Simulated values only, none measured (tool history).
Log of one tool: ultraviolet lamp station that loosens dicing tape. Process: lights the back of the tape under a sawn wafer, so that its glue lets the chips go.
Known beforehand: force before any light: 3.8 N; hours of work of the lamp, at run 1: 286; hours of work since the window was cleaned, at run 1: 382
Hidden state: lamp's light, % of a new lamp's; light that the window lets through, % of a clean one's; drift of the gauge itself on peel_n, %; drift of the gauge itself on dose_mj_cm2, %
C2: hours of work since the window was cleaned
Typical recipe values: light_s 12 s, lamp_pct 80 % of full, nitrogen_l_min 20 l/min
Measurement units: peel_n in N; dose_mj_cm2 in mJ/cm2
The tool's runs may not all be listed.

run 1 hour=0.0 | light_s=12 lamp_pct=80 nitrogen_l_min=20 | hours_of_work_of_the_lamp=286 C2=382 | peel_n=0.300 dose_mj_cm2=224
run 2 hour=6.1 | light_s=12 lamp_pct=80 nitrogen_l_min=37 | hours_of_work_of_the_lamp=290 C2=386 | peel_n=0.209 dose_mj_cm2=226
run 3 hour=13.8 | light_s=12 lamp_pct=80 nitrogen_l_min=20 | hours_of_work_of_the_lamp=294 C2=390 | peel_n=0.309 dose_mj_cm2=226
run 4 hour=28.1 | light_s=12 lamp_pct=80 nitrogen_l_min=20 | hours_of_work_of_the_lamp=303 C2=399 | peel_n=0.299 dose_mj_cm2=225
run 5 hour=41.5 | light_s=12 lamp_pct=80 nitrogen_l_min=20 | hours_of_work_of_the_lamp=311 C2=407 | peel_n=0.309 dose_mj_cm2=223
run 6 hour=50.5 | light_s=12 lamp_pct=93 nitrogen_l_min=20 | hours_of_work_of_the_lamp=316 C2=412 | peel_n=0.227 dose_mj_cm2=259
run 7 hour=62.4 | light_s=12 lamp_pct=76 nitrogen_l_min=20 | hours_of_work_of_the_lamp=323 C2=419 | peel_n=0.362 dose_mj_cm2=210
run 8 hour=72.6 | light_s=12 lamp_pct=80 nitrogen_l_min=20 | hours_of_work_of_the_lamp=329 C2=426 | peel_n=0.319 dose_mj_cm2=219
run 9 hour=85.2 | light_s=12 lamp_pct=80 nitrogen_l_min=20 | hours_of_work_of_the_lamp=337 C2=433 | peel_n=0.320 dose_mj_cm2=223
run 10 hour=92.8 | light_s=12 lamp_pct=80 nitrogen_l_min=20 | hours_of_work_of_the_lamp=342 C2=438 | peel_n=0.332 dose_mj_cm2=221
run 11 hour=101.4 | light_s=12 lamp_pct=80 nitrogen_l_min=20 | hours_of_work_of_the_lamp=347 C2=443 | peel_n=0.336 dose_mj_cm2=218
run 12 hour=112.4 | light_s=12 lamp_pct=80 nitrogen_l_min=20 | hours_of_work_of_the_lamp=353 C2=449 | peel_n=0.333 dose_mj_cm2=218
run 13 hour=123.3 | light_s=12 lamp_pct=80 nitrogen_l_min=20 | hours_of_work_of_the_lamp=360 C2=456 | peel_n=0.338 dose_mj_cm2=217
run 14 hour=136.2 | light_s=12 lamp_pct=80 nitrogen_l_min=20 | hours_of_work_of_the_lamp=368 C2=464 | peel_n=0.331 dose_mj_cm2=215
run 15 hour=145.2 | light_s=12 lamp_pct=80 nitrogen_l_min=20 | hours_of_work_of_the_lamp=373 C2=469 | peel_n=0.342 dose_mj_cm2=217
run 16 hour=159.4 | light_s=12 lamp_pct=80 nitrogen_l_min=20 | hours_of_work_of_the_lamp=381 C2=477 | peel_n=0.333 dose_mj_cm2=219
run 17 hour=173.6 | light_s=12 lamp_pct=94 nitrogen_l_min=20 | hours_of_work_of_the_lamp=390 C2=486 | peel_n=0.250 dose_mj_cm2=249
-- hour=179.2 window cleaned of glue's vapour
run 18 hour=185.6 | light_s=12 lamp_pct=94 nitrogen_l_min=20 | hours_of_work_of_the_lamp=397 C2=4 | peel_n=0.272 dose_mj_cm2=237
run 19 hour=198.5 | light_s=12 lamp_pct=94 nitrogen_l_min=20 | hours_of_work_of_the_lamp=405 C2=12 | peel_n=0.289 dose_mj_cm2=239
run 20 hour=205.3 | light_s=12 lamp_pct=94 nitrogen_l_min=20 | hours_of_work_of_the_lamp=409 C2=16 | peel_n=0.274 dose_mj_cm2=236
run 21 hour=211.4 | light_s=12 lamp_pct=94 nitrogen_l_min=20 | hours_of_work_of_the_lamp=412 C2=19 | peel_n=0.276 dose_mj_cm2=232
-- hour=216.7 window cleaned of glue's vapour, once more
run 22 hour=221.3 | light_s=12 lamp_pct=80 nitrogen_l_min=20 | hours_of_work_of_the_lamp=418 C2=3 | peel_n=0.259 dose_mj_cm2=254
run 23 hour=236.2 | light_s=22 lamp_pct=80 nitrogen_l_min=11 | hours_of_work_of_the_lamp=427 C2=12 | peel_n=0.132 dose_mj_cm2=459
run 24 hour=243.4 | light_s=15 lamp_pct=77 nitrogen_l_min=11 | hours_of_work_of_the_lamp=431 C2=16 | peel_n=0.274 dose_mj_cm2=304
run 25 hour=255.1 | light_s=12 lamp_pct=89 nitrogen_l_min=22 | hours_of_work_of_the_lamp=438 C2=23 | peel_n=0.183 dose_mj_cm2=280
run 26 hour=264.2 | light_s=12 lamp_pct=85 nitrogen_l_min=32 | hours_of_work_of_the_lamp=444 C2=28 | peel_n=0.176 dose_mj_cm2=264
run 27 hour=274.5 | light_s=12 lamp_pct=85 nitrogen_l_min=32 | hours_of_work_of_the_lamp=450 C2=35 | peel_n=0.170 dose_mj_cm2=266
run 28 hour=287.5 | light_s=12 lamp_pct=85 nitrogen_l_min=32 | hours_of_work_of_the_lamp=457 C2=42 | peel_n=0.154 dose_mj_cm2=266
run 29 hour=300.0 | light_s=9 lamp_pct=80 nitrogen_l_min=20 | hours_of_work_of_the_lamp=465 C2=50 | peel_n=0.430 dose_mj_cm2=185
run 30 hour=311.7 | light_s=17 lamp_pct=80 nitrogen_l_min=37 | hours_of_work_of_the_lamp=472 C2=57 | peel_n=0.112 dose_mj_cm2=352
run 31 hour=320.2 | light_s=17 lamp_pct=80 nitrogen_l_min=37 | hours_of_work_of_the_lamp=477 C2=62 | peel_n=0.118 dose_mj_cm2=350
run 32 hour=334.6 | light_s=9 lamp_pct=80 nitrogen_l_min=20 | hours_of_work_of_the_lamp=486 C2=71 | peel_n=0.442 dose_mj_cm2=182
run 33 hour=349.1 | light_s=12 lamp_pct=77 nitrogen_l_min=7 | hours_of_work_of_the_lamp=494 C2=79 | peel_n=0.645 dose_mj_cm2=229
run 34 hour=357.2 | light_s=12 lamp_pct=80 nitrogen_l_min=19 | hours_of_work_of_the_lamp=499 C2=84 | peel_n=0.263 dose_mj_cm2=239
run 35 hour=364.9 | light_s=8 lamp_pct=60 nitrogen_l_min=16 | hours_of_work_of_the_lamp=504 C2=89 | peel_n=0.991 dose_mj_cm2=120
run 36 hour=378.5 | light_s=13 lamp_pct=80 nitrogen_l_min=21 | hours_of_work_of_the_lamp=512 C2=97 | peel_n=0.217 dose_mj_cm2=259
run 37 hour=392.1 | light_s=22 lamp_pct=86 nitrogen_l_min=20 | hours_of_work_of_the_lamp=520 C2=105 | peel_n=0.106 dose_mj_cm2=472
run 38 hour=403.2 | light_s=22 lamp_pct=86 nitrogen_l_min=7 | hours_of_work_of_the_lamp=527 C2=112 | peel_n=0.171 dose_mj_cm2=470
run 39 hour=410.1 | light_s=14 lamp_pct=80 nitrogen_l_min=13 | hours_of_work_of_the_lamp=531 C2=116 | peel_n=0.281 dose_mj_cm2=277
run 40 hour=422.9 | light_s=16 lamp_pct=79 nitrogen_l_min=20 | hours_of_work_of_the_lamp=538 C2=123 | peel_n=0.169 dose_mj_cm2=311
run 41 hour=436.3 | light_s=17 lamp_pct=77 nitrogen_l_min=27 | hours_of_work_of_the_lamp=546 C2=131 | peel_n=0.129 dose_mj_cm2=320
run 42 hour=450.6 | light_s=16 lamp_pct=70 nitrogen_l_min=11 | hours_of_work_of_the_lamp=555 C2=140 | peel_n=0.341 dose_mj_cm2=271
run 43 hour=457.9 | light_s=12 lamp_pct=76 nitrogen_l_min=22 | hours_of_work_of_the_lamp=559 C2=144 | peel_n=0.304 dose_mj_cm2=223

Entry by entry between the runs, the difference in hidden state between the last listed run before and the first listed run after:
Logged between run 17 and run 18: window cleaned of glue's vapour (hour 179.2)
  lamp's light, % of a new lamp's: 92.3 -> 92.2; light that the window lets through, % of a clean one's: 83.5 -> 79.5
  measured minus no-state result, peel_n: +0.092 -> +0.116 N; dose_mj_cm2: -75 -> -87 mJ/cm2
Logged between run 21 and run 22: window cleaned of glue's vapour, once more (hour 216.7)
  lamp's light, % of a new lamp's: 91.9 -> 91.8; light that the window lets through, % of a clean one's: 79 -> 99.4
  measured minus no-state result, peel_n: +0.120 -> +0.040 N; dose_mj_cm2: -89 -> -24 mJ/cm2

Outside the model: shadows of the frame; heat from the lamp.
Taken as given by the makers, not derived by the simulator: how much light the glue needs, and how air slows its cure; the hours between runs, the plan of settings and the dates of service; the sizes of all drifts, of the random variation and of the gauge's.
